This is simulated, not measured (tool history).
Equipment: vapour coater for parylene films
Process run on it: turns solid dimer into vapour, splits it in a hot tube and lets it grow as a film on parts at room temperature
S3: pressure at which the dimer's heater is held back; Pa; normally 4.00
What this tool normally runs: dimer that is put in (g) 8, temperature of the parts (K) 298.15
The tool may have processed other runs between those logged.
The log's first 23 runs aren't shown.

{"run": 24, "hour": 565.7, "dimer that is put in (g)": 8, "temperature of the parts (K)": 298.15, "S3": 8.16, "thickness of the film (um)": 3.44}
{"run": 25, "hour": 599.0, "dimer that is put in (g)": 8, "temperature of the parts (K)": 298.15, "S3": 8.16, "thickness of the film (um)": 3.41}
{"run": 26, "hour": 624.0, "dimer that is put in (g)": 8, "temperature of the parts (K)": 298.15, "S3": 10.17, "thickness of the film (um)": 3.34}
{"run": 27, "hour": 644.0, "dimer that is put in (g)": 4, "temperature of the parts (K)": 307.15, "S3": 4.0, "thickness of the film (um)": 1.24}
{"run": 28, "hour": 674.5, "dimer that is put in (g)": 4, "temperature of the parts (K)": 307.15, "S3": 4.0, "thickness of the film (um)": 1.22}
{"hour": 692.9, "done": "trap's valve overhauled"}
{"run": 29, "hour": 694.7, "dimer that is put in (g)": 11, "temperature of the parts (K)": 294.15, "S3": 4.46, "thickness of the film (um)": 6.97}
{"run": 30, "hour": 709.5, "dimer that is put in (g)": 3, "temperature of the parts (K)": 300.15, "S3": 4.02, "thickness of the film (um)": 1.44}
{"run": 31, "hour": 735.8, "dimer that is put in (g)": 3, "temperature of the parts (K)": 300.15, "S3": 4.02, "thickness of the film (um)": 1.47}
{"run": 32, "hour": 766.5, "dimer that is put in (g)": 4, "temperature of the parts (K)": 292.15, "S3": 5.43, "thickness of the film (um)": 2.7}
{"run": 33, "hour": 796.8, "dimer that is put in (g)": 8, "temperature of the parts (K)": 298.15, "S3": 8.8, "thickness of the film (um)": 3.87}
{"run": 34, "hour": 827.2, "dimer that is put in (g)": 4, "temperature of the parts (K)": 294.15, "S3": 8.8, "thickness of the film (um)": 2.34}
{"run": 35, "hour": 856.3, "dimer that is put in (g)": 9, "temperature of the parts (K)": 290.15, "S3": 4.0, "thickness of the film (um)": 6.83}
{"run": 36, "hour": 886.0, "dimer that is put in (g)": 7, "temperature of the parts (K)": 308.15, "S3": 3.21, "thickness of the film (um)": 2.39}
{"run": 37, "hour": 904.2, "dimer that is put in (g)": 4, "temperature of the parts (K)": 301.15, "S3": 4.92, "thickness of the film (um)": 1.77}
{"run": 38, "hour": 935.2, "dimer that is put in (g)": 8, "temperature of the parts (K)": 298.15, "S3": 8.56, "thickness of the film (um)": 3.74}
{"run": 39, "hour": 958.2, "dimer that is put in (g)": 4, "temperature of the parts (K)": 303.15, "S3": 4.0, "thickness of the film (um)": 1.65}
{"run": 40, "hour": 987.0, "dimer that is put in (g)": 8, "temperature of the parts (K)": 303.15, "S3": 5.37, "thickness of the film (um)": 3.23}
{"run": 41, "hour": 1019.7, "dimer that is put in (g)": 8, "temperature of the parts (K)": 303.15, "S3": 5.37, "thickness of the film (um)": 3.14}
{"run": 42, "hour": 1035.7, "dimer that is put in (g)": 4, "temperature of the parts (K)": 295.15, "S3": 5.37, "thickness of the film (um)": 2.26}
{"run": 43, "hour": 1057.7, "dimer that is put in (g)": 4, "temperature of the parts (K)": 295.15, "S3": 5.37, "thickness of the film (um)": 2.2}
{"run": 44, "hour": 1093.4, "dimer that is put in (g)": 8, "temperature of the parts (K)": 300.15, "S3": 3.33, "thickness of the film (um)": 3.78}
{"run": 45, "hour": 1123.7, "dimer that is put in (g)": 13, "temperature of the parts (K)": 301.15, "S3": 7.43, "thickness of the film (um)": 5.3}
{"run": 46, "hour": 1158.1, "dimer that is put in (g)": 4, "temperature of the parts (K)": 301.15, "S3": 4.0, "thickness of the film (um)": 1.75}
{"run": 47, "hour": 1186.3, "dimer that is put in (g)": 5, "temperature of the parts (K)": 299.15, "S3": 2.58, "thickness of the film (um)": 2.53}
{"run": 48, "hour": 1222.4, "dimer that is put in (g)": 5, "temperature of the parts (K)": 299.15, "S3": 2.58, "thickness of the film (um)": 2.49}

What if the next run were any one of these 3? Each begins from the tool's condition after run 48:
{"run": "A", "hour": 1244.6, "dimer that is put in (g)": 5, "temperature of the parts (K)": 299.15, "S3": 7.08, "thickness of the film (um)": "?"}
{"run": "B", "hour": 1244.6, "dimer that is put in (g)": 7, "temperature of the parts (K)": 299.15, "S3": 2.58, "thickness of the film (um)": "?"}
{"run": "C", "hour": 1244.6, "dimer that is put in (g)": 5, "temperature of the parts (K)": 294.15, "S3": 2.58, "thickness of the film (um)": "?"}

run=A thickness_of_the_film_(um)=2.18
run=B thickness_of_the_film_(um)=3.51
run=C thickness_of_the_film_(um)=3.08
With no hidden state in the tool, these same runs would have given:
run=A thickness_of_the_film_(um)=2.36
run=B thickness_of_the_film_(um)=3.78
run=C thickness_of_the_film_(um)=3.32

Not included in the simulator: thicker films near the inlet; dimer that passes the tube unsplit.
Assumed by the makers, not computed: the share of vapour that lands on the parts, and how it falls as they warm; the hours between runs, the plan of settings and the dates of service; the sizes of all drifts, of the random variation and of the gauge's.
